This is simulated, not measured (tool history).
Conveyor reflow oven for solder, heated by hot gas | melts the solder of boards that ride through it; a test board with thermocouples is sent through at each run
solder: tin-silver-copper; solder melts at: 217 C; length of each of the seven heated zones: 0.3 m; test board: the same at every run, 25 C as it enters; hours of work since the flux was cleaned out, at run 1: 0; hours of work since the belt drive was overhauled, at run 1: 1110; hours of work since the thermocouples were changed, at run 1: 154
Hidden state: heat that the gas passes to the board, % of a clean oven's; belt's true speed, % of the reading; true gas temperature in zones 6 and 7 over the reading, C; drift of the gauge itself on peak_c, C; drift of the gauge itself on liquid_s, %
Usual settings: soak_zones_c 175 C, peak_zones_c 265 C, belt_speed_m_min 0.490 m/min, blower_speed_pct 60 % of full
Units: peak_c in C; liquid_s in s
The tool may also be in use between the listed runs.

| run | hour | soak_zones_c | peak_zones_c | belt_speed_m_min | blower_speed_pct | hours of work since the flux was cleaned out | hours of work since the belt drive was overhauled | hours of work since the thermocouples were changed | peak_c | liquid_s |
|---|---|---|---|---|---|---|---|---|---|---|
| 1 | 0.0 | 175 | 265 | 0.490 | 60 | 0 | 1110 | 154 | 250.8 | 55.9 |
| 2 | 50.5 | 175 | 265 | 0.490 | 82 | 38 | 1147 | 192 | 254.2 | 58.7 |
| 3 | 88.2 | 175 | 265 | 0.490 | 82 | 66 | 1176 | 220 | 253.3 | 59.2 |
| 4 | 138.8 | 175 | 265 | 0.490 | 82 | 103 | 1213 | 258 | 254.4 | 58.4 |
| 5 | 201.9 | 175 | 265 | 0.490 | 82 | 150 | 1260 | 305 | 253.4 | 59.0 |
| 6 | 273.1 | 175 | 269 | 0.490 | 60 | 203 | 1313 | 358 | 252.4 | 57.6 |
| 7 | 304.0 | 175 | 277 | 0.490 | 60 | 227 | 1336 | 381 | 260.2 | 61.0 |
| 8 | 335.0 | 175 | 265 | 0.490 | 60 | 250 | 1359 | 404 | 249.0 | 53.9 |
| 9 | 391.3 | 175 | 265 | 0.490 | 60 | 292 | 1401 | 446 | 248.6 | 53.4 |
|  | 437.5 | flux residue cleaned out of gas plates and filters |
| 10 | 464.0 | 175 | 265 | 0.490 | 60 | 20 | 1452 | 496 | 249.9 | 54.8 |
| 11 | 503.9 | 175 | 265 | 0.471 | 60 | 49 | 1481 | 526 | 250.6 | 56.7 |
| 12 | 543.6 | 175 | 265 | 0.471 | 60 | 79 | 1511 | 555 | 250.4 | 58.4 |
| 13 | 616.1 | 175 | 265 | 0.471 | 60 | 133 | 1565 | 609 | 250.4 | 57.5 |
| 14 | 651.6 | 175 | 265 | 0.471 | 60 | 160 | 1592 | 636 | 251.2 | 58.0 |
| 15 | 725.8 | 175 | 265 | 0.490 | 60 | 215 | 1647 | 691 | 248.3 | 53.1 |
| 16 | 756.7 | 183 | 265 | 0.490 | 70 | 238 | 1670 | 714 | 251.2 | 58.6 |
| 17 | 827.1 | 183 | 258 | 0.490 | 88 | 290 | 1722 | 767 | 246.6 | 57.6 |
|  | 876.9 | flux residue cleaned out of gas plates and filters |
| 18 | 885.2 | 180 | 259 | 0.443 | 60 | 6 | 1762 | 806 | 248.7 | 62.8 |
|  | 893.2 | belt drive overhauled, speed set with a stopwatch |
| 19 | 957.9 | 175 | 268 | 0.443 | 54 | 57 | 48 | 857 | 253.1 | 62.6 |
|  | 1002.5 | thermocouples of zones 6 and 7 changed |
| 20 | 1010.5 | 175 | 268 | 0.443 | 54 | 95 | 86 | 6 | 255.0 | 64.1 |
| 21 | 1054.8 | 174 | 264 | 0.545 | 56 | 128 | 119 | 39 | 244.8 | 43.4 |
| 22 | 1113.5 | 189 | 268 | 0.490 | 88 | 172 | 163 | 83 | 259.0 | 64.7 |
| 23 | 1170.6 | 186 | 265 | 0.577 | 60 | 214 | 205 | 125 | 245.8 | 45.4 |
| 24 | 1218.1 | 186 | 265 | 0.577 | 60 | 250 | 241 | 161 | 245.9 | 46.0 |
| 25 | 1290.0 | 186 | 265 | 0.577 | 60 | 303 | 294 | 214 | 245.7 | 45.5 |
|  | 1323.7 | flux residue cleaned out of gas plates and filters |
| 26 | 1337.1 | 175 | 267 | 0.490 | 60 | 10 | 325 | 246 | 252.1 | 56.0 |
| 27 | 1401.0 | 189 | 265 | 0.490 | 69 | 58 | 373 | 293 | 254.6 | 62.8 |
| 28 | 1462.9 | 174 | 262 | 0.490 | 71 | 104 | 419 | 339 | 249.7 | 54.9 |
| 29 | 1509.8 | 174 | 264 | 0.524 | 71 | 139 | 454 | 374 | 248.6 | 49.6 |
| 30 | 1565.6 | 174 | 273 | 0.443 | 71 | 180 | 496 | 416 | 260.4 | 67.5 |

Some steps in peak_c between neighbouring runs. How much of each would the tool show without its hidden state too (settings, what came in, random variation), and how much is left for the hidden state, with any gauge scatter that isn't in both results?
Run 9 -> 10: flux residue cleaned out of gas plates and filters. peak_c +1.3 C: hidden state +1.8, all else -0.5.
Run 17 -> 18: soak_zones_c 183 -> 180, peak_zones_c 258 -> 259, belt_speed_m_min 0.490 -> 0.443, blower_speed_pct 88 -> 60, flux residue cleaned out of gas plates and filters. peak_c +2.1 C: hidden state +1.8, all else +0.3.
Run 21 -> 22: soak_zones_c 174 -> 189, peak_zones_c 264 -> 268, belt_speed_m_min 0.545 -> 0.490, blower_speed_pct 56 -> 88. peak_c +14.2 C: hidden state -0.2, all else +14.4.
Run 22 -> 23: soak_zones_c 189 -> 186, peak_zones_c 268 -> 265, belt_speed_m_min 0.490 -> 0.577, blower_speed_pct 88 -> 60. peak_c -13.2 C: hidden state -0.6, all else -12.6.
Run 25 -> 26: soak_zones_c 186 -> 175, peak_zones_c 265 -> 267, belt_speed_m_min 0.577 -> 0.490, flux residue cleaned out of gas plates and filters. peak_c +6.4 C: hidden state +2.2, all else +4.2.
Run 29 -> 30: peak_zones_c 264 -> 273, belt_speed_m_min 0.524 -> 0.443. peak_c +11.8 C: hidden state -0.2, all else +12.0.
